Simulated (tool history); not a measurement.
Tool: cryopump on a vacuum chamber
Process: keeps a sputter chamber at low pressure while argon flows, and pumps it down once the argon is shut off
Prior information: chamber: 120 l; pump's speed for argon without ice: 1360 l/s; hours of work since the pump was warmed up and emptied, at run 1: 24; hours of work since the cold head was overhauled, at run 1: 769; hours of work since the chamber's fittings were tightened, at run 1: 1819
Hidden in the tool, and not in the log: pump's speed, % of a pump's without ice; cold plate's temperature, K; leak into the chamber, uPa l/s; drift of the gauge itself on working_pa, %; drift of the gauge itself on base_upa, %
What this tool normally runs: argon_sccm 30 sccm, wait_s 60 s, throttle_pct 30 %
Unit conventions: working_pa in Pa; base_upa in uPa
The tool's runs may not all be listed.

| run | hour | argon_sccm | wait_s | throttle_pct | hours of work since the pump was warmed up and emptied | hours of work since the cold head was overhauled | hours of work since the chamber's fittings were tightened | working_pa | base_upa |
|---|---|---|---|---|---|---|---|---|---|
| 1 | 0 | 30 | 60 | 30 | 24 | 769 | 1819 | 0.1245 | 1.17 |
| 2 | 45.6 | 30 | 49 | 30 | 43 | 788 | 1838 | 0.1258 | 1.35 |
| 3 | 83.5 | 30 | 49 | 30 | 59 | 804 | 1854 | 0.1255 | 1.31 |
| 4 | 131 | 30 | 60 | 30 | 78 | 823 | 1873 | 0.1264 | 1.17 |
| 5 | 180.7 | 30 | 60 | 30 | 99 | 844 | 1894 | 0.1255 | 1.19 |
| 6 | 222.8 | 30 | 60 | 30 | 116 | 861 | 1911 | 0.1268 | 1.26 |
| 7 | 247.1 | 30 | 60 | 20 | 126 | 871 | 1921 | 0.1882 | 1.26 |
| 8 | 273.1 | 30 | 60 | 20 | 137 | 882 | 1932 | 0.1894 | 1.22 |
| 9 | 327.3 | 30 | 60 | 27 | 159 | 904 | 1954 | 0.1403 | 1.26 |
| 10 | 358.2 | 30 | 60 | 30 | 172 | 917 | 1967 | 0.1276 | 1.23 |
| 11 | 390.5 | 30 | 60 | 30 | 185 | 930 | 1980 | 0.1279 | 1.22 |
| 12 | 427.9 | 30 | 60 | 30 | 201 | 945 | 1996 | 0.1281 | 1.3 |
| 13 | 475.1 | 30 | 60 | 30 | 220 | 965 | 2015 | 0.1278 | 1.28 |
| 14 | 512.4 | 30 | 60 | 30 | 236 | 980 | 2031 | 0.128 | 1.31 |
|  | 521.9 | leaking fittings of the chamber tightened, without venting |
| 15 | 559.2 | 30 | 60 | 30 | 254 | 999 | 15 | 0.1291 | 0.84 |
| 16 | 598.4 | 30 | 60 | 47 | 270 | 1015 | 32 | 0.0846 | 0.79 |
| 17 | 635.3 | 30 | 60 | 47 | 285 | 1030 | 47 | 0.0849 | 0.82 |
| 18 | 692.3 | 41 | 136 | 54 | 309 | 1054 | 70 | 0.1024 | 0.54 |
| 19 | 722.8 | 24 | 42 | 54 | 322 | 1066 | 83 | 0.0607 | 1.08 |
| 20 | 754.9 | 22 | 70 | 30 | 335 | 1079 | 96 | 0.0961 | 0.79 |
|  | 791.6 | pump warmed up, emptied and cooled again |
| 21 | 804.4 | 19 | 259 | 27 | 5 | 1098 | 114 | 0.0887 | 0.4 |
| 22 | 856.1 | 31 | 228 | 26 | 27 | 1119 | 136 | 0.1497 | 0.42 |
| 23 | 901.8 | 30 | 60 | 19 | 45 | 1138 | 155 | 0.1975 | 0.82 |
| 24 | 945.9 | 30 | 60 | 19 | 64 | 1156 | 173 | 0.197 | 0.85 |
| 25 | 981.1 | 30 | 60 | 19 | 78 | 1171 | 187 | 0.1978 | 0.85 |
| 26 | 1035.1 | 36 | 168 | 30 | 100 | 1193 | 209 | 0.1517 | 0.48 |
| 27 | 1082.7 | 17 | 145 | 28 | 120 | 1212 | 229 | 0.0763 | 0.54 |
| 28 | 1111.2 | 30 | 60 | 19 | 132 | 1224 | 241 | 0.1981 | 0.87 |
| 29 | 1164.7 | 30 | 60 | 19 | 154 | 1246 | 263 | 0.1983 | 0.87 |
| 30 | 1220.8 | 29 | 60 | 30 | 177 | 1269 | 286 | 0.1226 | 0.84 |
| 31 | 1245.3 | 29 | 107 | 26 | 187 | 1280 | 296 | 0.1423 | 0.61 |
| 32 | 1298.1 | 29 | 107 | 26 | 209 | 1301 | 318 | 0.1429 | 0.62 |
| 33 | 1347.3 | 29 | 107 | 26 | 229 | 1322 | 338 | 0.143 | 0.67 |

Each row is a separate what-if for the run after 33, all from the same tool condition, not one after another. Results?
| A | 1385.5 | 12 | 60 | 30 | 245 | 1337 | 354 | ? | ? |
| B | 1385.5 | 30 | 88 | 32 | 245 | 1337 | 354 | ? | ? |
| C | 1385.5 | 38 | 48 | 30 | 245 | 1337 | 354 | ? | ? |
| D | 1385.5 | 29 | 107 | 28 | 245 | 1337 | 354 | ? | ? |

| run | working_pa | base_upa |
|---|---|---|
| A | 0.052 | 0.91 |
| B | 0.1206 | 0.71 |
| C | 0.1631 | 1.07 |
| D | 0.1317 | 0.67 |
What these runs would have given with no unlogged condition in the tool:
| run | working_pa | base_upa |
|---|---|---|
| A | 0.0501 | 0.78 |
| B | 0.1161 | 0.59 |
| C | 0.1573 | 0.94 |
| D | 0.1273 | 0.54 |

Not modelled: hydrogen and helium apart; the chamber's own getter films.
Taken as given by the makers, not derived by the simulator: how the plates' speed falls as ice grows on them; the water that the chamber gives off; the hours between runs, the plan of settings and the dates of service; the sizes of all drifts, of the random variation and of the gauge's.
